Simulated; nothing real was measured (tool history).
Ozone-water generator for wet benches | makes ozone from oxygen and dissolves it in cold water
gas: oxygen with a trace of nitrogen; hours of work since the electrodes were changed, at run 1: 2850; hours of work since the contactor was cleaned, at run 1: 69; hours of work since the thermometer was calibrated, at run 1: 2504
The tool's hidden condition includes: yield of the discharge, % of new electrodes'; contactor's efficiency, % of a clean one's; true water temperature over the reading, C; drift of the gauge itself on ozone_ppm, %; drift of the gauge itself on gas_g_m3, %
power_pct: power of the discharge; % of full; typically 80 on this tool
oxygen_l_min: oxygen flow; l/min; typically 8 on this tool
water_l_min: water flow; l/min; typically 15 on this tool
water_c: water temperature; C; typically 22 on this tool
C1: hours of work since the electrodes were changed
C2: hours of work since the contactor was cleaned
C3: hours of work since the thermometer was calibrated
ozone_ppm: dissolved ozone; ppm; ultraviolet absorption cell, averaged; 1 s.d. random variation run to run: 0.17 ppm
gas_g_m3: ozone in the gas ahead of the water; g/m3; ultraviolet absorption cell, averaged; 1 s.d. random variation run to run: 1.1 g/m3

Run 1, hour 0: usual settings; C1 2850; C2 69; C3 2504. Result: ozone_ppm 22.2 ppm, gas_g_m3 181.6 g/m3.
Run 2, hour 93.6: usual settings; C1 2917; C2 136; C3 2572. Result: ozone_ppm 21.8 ppm, gas_g_m3 181.8 g/m3.
At hour 113.3: water thermometer calibrated.
Run 3, hour 148.7: usual settings; C1 2956; C2 176; C3 26. Result: ozone_ppm 21.7 ppm, gas_g_m3 182.2 g/m3.
Run 4, hour 260.4: usual settings; C1 3037; C2 256; C3 106. Result: ozone_ppm 21.7 ppm, gas_g_m3 182.9 g/m3.
Run 5, hour 366.4: usual settings; C1 3114; C2 333; C3 183. Result: ozone_ppm 21.8 ppm, gas_g_m3 181.6 g/m3.
Run 6, hour 437.8: usual settings; C1 3165; C2 384; C3 234. Result: ozone_ppm 21.8 ppm, gas_g_m3 181.6 g/m3.
Run 7, hour 505.9: usual settings; C1 3214; C2 433; C3 283. Result: ozone_ppm 21.5 ppm, gas_g_m3 182.5 g/m3.
Run 8, hour 612.6: usual settings; C1 3291; C2 510; C3 360. Result: ozone_ppm 21.7 ppm, gas_g_m3 181.5 g/m3.
Run 9, hour 664.2: usual settings but power_pct 68 % of full, oxygen_l_min 5.04 l/min, water_l_min 19 l/min, water_c 30 C; C1 3328; C2 548; C3 398. Result: ozone_ppm 15.3 ppm, gas_g_m3 216.1 g/m3.
Run 10, hour 772.5: usual settings but power_pct 68 % of full, oxygen_l_min 5.04 l/min, water_l_min 19 l/min, water_c 30 C; C1 3407; C2 626; C3 476. Result: ozone_ppm 15.2 ppm, gas_g_m3 215.6 g/m3.
Run 11, hour 845.4: usual settings but power_pct 48 % of full, oxygen_l_min 5.04 l/min, water_l_min 12 l/min, water_c 28 C; C1 3459; C2 678; C3 528. Result: ozone_ppm 18.2 ppm, gas_g_m3 177.5 g/m3.
Run 12, hour 939.5: usual settings but power_pct 48 % of full, oxygen_l_min 5.04 l/min, water_l_min 12 l/min, water_c 28 C; C1 3527; C2 746; C3 596. Result: ozone_ppm 18.1 ppm, gas_g_m3 175.4 g/m3.
Run 13, hour 990.1: usual settings but water_l_min 18 l/min; C1 3564; C2 783; C3 633. Result: ozone_ppm 18.7 ppm, gas_g_m3 180.4 g/m3.
Run 14, hour 1094.7: usual settings but water_l_min 18 l/min; C1 3639; C2 858; C3 708. Result: ozone_ppm 18.6 ppm, gas_g_m3 180.1 g/m3.

The next listed run, before its measurement:
Run 15, hour 1181.8: usual settings but oxygen_l_min 7.02 l/min; C1 3702; C2 921; C3 771. Result: ozone_ppm ?, gas_g_m3 ?.

ozone_ppm: 21.8 ppm
gas_g_m3: 195.6 g/m3
Had the tool carried no hidden state, the very same run would have given ozone_ppm 24 ppm, gas_g_m3 213.4 g/m3.
